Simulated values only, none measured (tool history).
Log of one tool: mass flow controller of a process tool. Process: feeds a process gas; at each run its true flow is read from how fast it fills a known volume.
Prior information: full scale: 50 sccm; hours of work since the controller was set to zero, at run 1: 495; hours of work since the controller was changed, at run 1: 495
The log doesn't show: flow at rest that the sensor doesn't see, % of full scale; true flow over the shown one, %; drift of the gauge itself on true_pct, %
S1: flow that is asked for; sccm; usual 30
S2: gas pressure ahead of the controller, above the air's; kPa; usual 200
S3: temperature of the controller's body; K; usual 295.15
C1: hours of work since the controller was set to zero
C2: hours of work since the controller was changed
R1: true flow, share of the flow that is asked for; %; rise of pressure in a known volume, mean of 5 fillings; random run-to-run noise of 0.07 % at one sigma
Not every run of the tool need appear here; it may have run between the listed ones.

run,day,S1,S2,S3,C1,C2,R1
1,0,30,200,295.15,495,495,98.74
2,9.55,30,200,295.15,624,624,99.04
3,21.088,30,200,295.15,779,779,99.21
4,31.167,30,200,295.15,915,915,99.24
5,40.567,30,200,295.15,1041,1041,99.47
6,51.688,30,200,295.15,1191,1191,99.58
7,57.783,33,278,295.15,1273,1273,99.82
8,65.517,5,270,295.15,1378,1378,98.22
9,72.979,5,270,295.15,1478,1478,98.02
10,84.088,30,227,297.15,1628,1628,99.98

Forecast each of these 3 alternatives for the next run:
A,90.171,32,172,304.15,1710,1710,?
B,90.171,5,154,300.15,1710,1710,?
C,90.171,30,210,297.15,1710,1710,?

run,R1
A,99.68
B,98.18
C,100.25
With no hidden state in the tool, these same runs would have given:
run,R1
A,98.26
B,96.79
C,98.82
